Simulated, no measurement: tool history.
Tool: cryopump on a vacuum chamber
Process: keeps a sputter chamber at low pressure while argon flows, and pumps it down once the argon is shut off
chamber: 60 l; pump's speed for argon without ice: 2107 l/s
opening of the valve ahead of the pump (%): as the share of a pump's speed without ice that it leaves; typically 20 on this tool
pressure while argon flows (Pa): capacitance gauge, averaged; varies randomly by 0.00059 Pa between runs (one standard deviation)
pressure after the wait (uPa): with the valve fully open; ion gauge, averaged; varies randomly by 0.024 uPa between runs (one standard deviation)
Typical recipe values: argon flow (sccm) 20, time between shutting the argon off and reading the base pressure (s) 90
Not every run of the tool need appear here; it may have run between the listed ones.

| run | day | argon flow (sccm) | time between shutting the argon off and reading the base pressure (s) | opening of the valve ahead of the pump (%) | pressure while argon flows (Pa) | pressure after the wait (uPa) |
|---|---|---|---|---|---|---|
| 1 | 0.000 | 20 | 90 | 20 | 0.0807 | 1.09 |
| 2 | 2.342 | 20 | 90 | 20 | 0.0813 | 1.09 |
| 3 | 5.792 | 20 | 90 | 20 | 0.0805 | 1.11 |
| 4 | 8.167 | 20 | 90 | 20 | 0.0812 | 1.16 |
| 5 | 11.254 | 20 | 90 | 20 | 0.0820 | 1.17 |
| 6 | 12.858 | 20 | 90 | 20 | 0.0822 | 1.21 |
| 7 | 16.425 | 20 | 90 | 20 | 0.0831 | 1.22 |
| 8 | 18.862 | 20 | 90 | 20 | 0.0837 | 1.26 |
| 9 | 21.408 | 20 | 90 | 20 | 0.0841 | 1.30 |
| 10 | 24.479 | 20 | 90 | 17 | 0.0987 | 1.35 |
| 11 | 26.046 | 20 | 186 | 20 | 0.0843 | 1.01 |
| 12 | 29.588 | 20 | 186 | 20 | 0.0859 | 1.03 |
| 13 | 32.596 | 20 | 186 | 20 | 0.0862 | 1.10 |
| 14 | 34.158 | 20 | 186 | 20 | 0.0867 | 1.13 |
| 15 | 37.454 | 20 | 186 | 20 | 0.0862 | 1.24 |
| 16 | 40.129 | 25 | 21 | 18 | 0.1201 | 4.09 |
| 17 | 43.300 | 25 | 21 | 18 | 0.1219 | 3.98 |
|  | 44.354 | pump warmed up, emptied and cooled again |
| 18 | 45.929 | 25 | 21 | 18 | 0.1137 | 3.65 |
| 19 | 48.017 | 12 | 74 | 50 | 0.0209 | 1.56 |
| 20 | 49.950 | 22 | 49 | 52 | 0.0342 | 1.97 |
| 21 | 52.029 | 23 | 84 | 52 | 0.0371 | 1.44 |
| 22 | 55.350 | 23 | 24 | 52 | 0.0369 | 3.38 |
| 23 | 57.525 | 23 | 24 | 26 | 0.0721 | 3.38 |
| 24 | 59.700 | 24 | 94 | 23 | 0.0868 | 1.55 |
| 25 | 61.925 | 24 | 94 | 23 | 0.0862 | 1.54 |
| 26 | 64.842 | 32 | 45 | 26 | 0.1035 | 2.35 |
| 27 | 66.875 | 20 | 90 | 21 | 0.0808 | 1.69 |
| 28 | 69.771 | 34 | 149 | 49 | 0.0633 | 1.45 |
| 29 | 73.092 | 24 | 293 | 44 | 0.0495 | 1.26 |

Alternative continuations, all from the tool just after run 29; predict every row:
| A | 74.933 | 20 | 90 | 39 | ? | ? |
| B | 74.933 | 24 | 293 | 44 | ? | ? |
| C | 74.933 | 39 | 293 | 59 | ? | ? |
| D | 74.933 | 35 | 79 | 44 | ? | ? |
| E | 74.933 | 11 | 90 | 20 | ? | ? |

| run | pressure while argon flows (Pa) | pressure after the wait (uPa) |
|---|---|---|
| A | 0.0473 | 1.79 |
| B | 0.0495 | 1.32 |
| C | 0.0633 | 1.28 |
| D | 0.0732 | 1.89 |
| E | 0.0467 | 1.78 |
With the hidden condition removed and each run's random variation left untouched, the same runs would have given:
| run | pressure while argon flows (Pa) | pressure after the wait (uPa) |
|---|---|---|
| A | 0.0420 | 0.85 |
| B | 0.0432 | 0.37 |
| C | 0.0530 | 0.34 |
| D | 0.0640 | 0.94 |
| E | 0.0438 | 0.84 |
